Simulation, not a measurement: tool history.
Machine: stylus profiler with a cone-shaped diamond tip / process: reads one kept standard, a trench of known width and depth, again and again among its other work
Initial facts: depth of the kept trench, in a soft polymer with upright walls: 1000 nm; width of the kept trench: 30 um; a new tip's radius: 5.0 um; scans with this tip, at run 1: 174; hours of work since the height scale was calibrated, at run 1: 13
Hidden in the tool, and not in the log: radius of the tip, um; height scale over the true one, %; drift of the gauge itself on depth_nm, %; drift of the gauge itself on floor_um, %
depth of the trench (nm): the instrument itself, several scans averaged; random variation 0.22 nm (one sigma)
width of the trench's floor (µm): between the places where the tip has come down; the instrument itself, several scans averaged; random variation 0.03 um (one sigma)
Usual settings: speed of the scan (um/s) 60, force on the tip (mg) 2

run    hour  speed of the scan (um/s)  force on the tip (mg)  scans with this tip  hours of work since the height scale was calibrated  depth of the trench (nm)  width of the trench's floor (µm)
  1       0                        60                      2                  174                                                   13                   1005.19                             23.79
  2    39.7                        60                      2                  404                                                   29                   1005.24                             23.73
  3    86.8                        60                      2                  676                                                   49                   1005.33                             23.58
  4   125.5                        60                      2                  899                                                   66                   1005.49                             23.52
  5   151.6                        60                      2                 1050                                                   77                   1005.54                             23.47
  6   184.6                        25                      2                 1241                                                   90                   1005.39                             23.48
  7   225.3                        25                      2                 1476                                                  108                   1004.84                              23.4
  8   273.1                        60                   1.88                 1753                                                  128                      1005                             23.17
  9   312.4                        60                   1.88                 1980                                                  144                   1004.72                             23.06
 10     337                        60                   1.88                 2122                                                  155                   1004.74                             23.01
 11   373.4                        60                   1.49                 2332                                                  170                   1004.01                             22.93
 12   409.3                        60                   0.96                 2540                                                  185                   1002.87                             22.84
 13   440.9                        60                   0.96                 2722                                                  198                   1002.55                             22.73
 14   466.5                        60                   0.96                 2870                                                  209                   1002.89                             22.64
 15   515.7                        60                      2                 3155                                                  230                   1004.55                             22.63
 16   565.2                        60                      2                 3441                                                  251                   1004.73                             22.57
 17   607.5                        60                      2                 3686                                                  269                   1004.73                             22.48
 18     638                       143                      2                 3862                                                  281                   1004.14                              22.1
 19   688.5                       143                      2                 4154                                                  303                    1004.4                             21.99
 20     732                       143                      2                 4406                                                  321                   1004.25                             21.92
 21   760.1                       143                      2                 4568                                                  333                   1004.18                             21.87
 22     786                       143                      2                 4718                                                  344                   1003.95                             21.83
 23   828.5                       143                      2                 4964                                                  362                   1003.78                             21.74
 24   856.9                       143                      2                 5128                                                  374                   1004.01                             21.69
      861.8  -- height scale calibrated on a step standard
 25   892.2                       143                      2                 5329                                                   13                   1003.04                             21.65
 26   924.8                        43                   1.71                 5517                                                   27                   1002.46                             21.96
 27   959.1                        53                   1.57                 5716                                                   41                   1002.18                              21.8
 28   994.7                        24                   1.01                 5921                                                   56                   1000.63                             21.88
 29  1042.1                        24                   1.01                 6195                                                   76                   1000.54                             21.82
 30  1074.3                        78                   1.42                 6382                                                   90                   1001.64                             21.51
 31  1108.8                        30                   4.51                 6581                                                  104                   1006.66                             21.79
 32    1151                        30                   4.51                 6825                                                  122                   1006.59                             21.75
     1180.3  -- height scale calibrated on a step standard, once more
 33  1187.5                       175                      4                 7033                                                    3                   1009.28                             21.19
 34  1227.3                        37                   4.33                 7263                                                   20                   1009.86                             21.61
 35  1261.2                        59                   4.33                 7459                                                   34                    1009.9                             21.45
 36  1301.8                        59                   1.07                 7694                                                   51                   1004.25                             21.22
 37  1326.5                        78                   1.84                 7837                                                   62                   1005.53                             21.25
 38  1366.9                        78                   1.84                 8070                                                   79                   1005.55                             21.12
 39  1417.3                        60                   0.98                 8361                                                  100                    1003.5                             20.96
 40    1468                        60                   0.77                 8654                                                  121                   1002.66                              20.9
 41  1494.6                        30                   2.48                 8808                                                  132                   1006.65                             21.14
 42  1525.6                        30                   2.48                 8988                                                  145                   1006.58                             21.09
 43  1556.2                       127                   2.48                 9164                                                  158                   1006.53                             20.66
 44  1588.1                        47                   2.08                 9349                                                  172                   1005.83                             20.93
 45  1613.5                       182                      1                 9496                                                  182                   1003.14                             19.97
 46  1651.9                        81                      1                 9718                                                  199                   1003.11                             20.51
 47  1683.8                        52                      1                 9902                                                  212                   1003.05                             20.69

Table of differences, measured result less the result of that run with no hidden state. Run-to-run variation is the same in both. Gauge scatter possibly is not:
run  depth of the trench (nm)  width of the trench's floor (µm)
  1                     -0.06                             +0.02
  2                     -0.14                             -0.07
  3                     -0.25                             -0.17
  4                     -0.34                             -0.25
  5                     -0.39                             -0.32
  6                     -0.46                             -0.39
  7                     -0.55                             -0.48
  8                     -0.64                             -0.57
  9                     -0.72                             -0.66
 10                     -0.77                             -0.72
 11                     -0.85                             -0.78
 12                     -0.92                             -0.86
 13                     -0.99                             -0.93
 14                     -1.04                             -0.97
 15                     -1.14                             -1.07
 16                     -1.25                             -1.17
 17                     -1.34                             -1.26
 18                      -1.4                             -1.32
 19                     -1.51                             -1.41
 20                     -1.59                             -1.48
 21                     -1.65                             -1.53
 22                     -1.71                             -1.59
 23                      -1.8                             -1.65
 24                     -1.86                             -1.71
 25                     -2.58                             -1.77
 26                     -2.65                             -1.83
 27                     -2.72                             -1.88
 28                      -2.8                             -1.94
 29                     -2.89                             -2.02
 30                     -2.95                             -2.07
 31                     -3.05                             -2.13
 32                     -3.14                              -2.2
 33                     +0.41                             -2.26
 34                     +0.32                             -2.32
 35                     +0.25                             -2.38
 36                     +0.17                             -2.44
 37                     +0.12                             -2.48
 38                     +0.03                             -2.55
 39                     -0.07                             -2.63
 40                     -0.19                             -2.71
 41                     -0.24                             -2.74
 42                     -0.31                             -2.79
 43                     -0.37                             -2.84
 44                     -0.43                             -2.88
 45                     -0.49                             -2.92
 46                     -0.57                             -2.98
 47                     -0.64                             -3.03
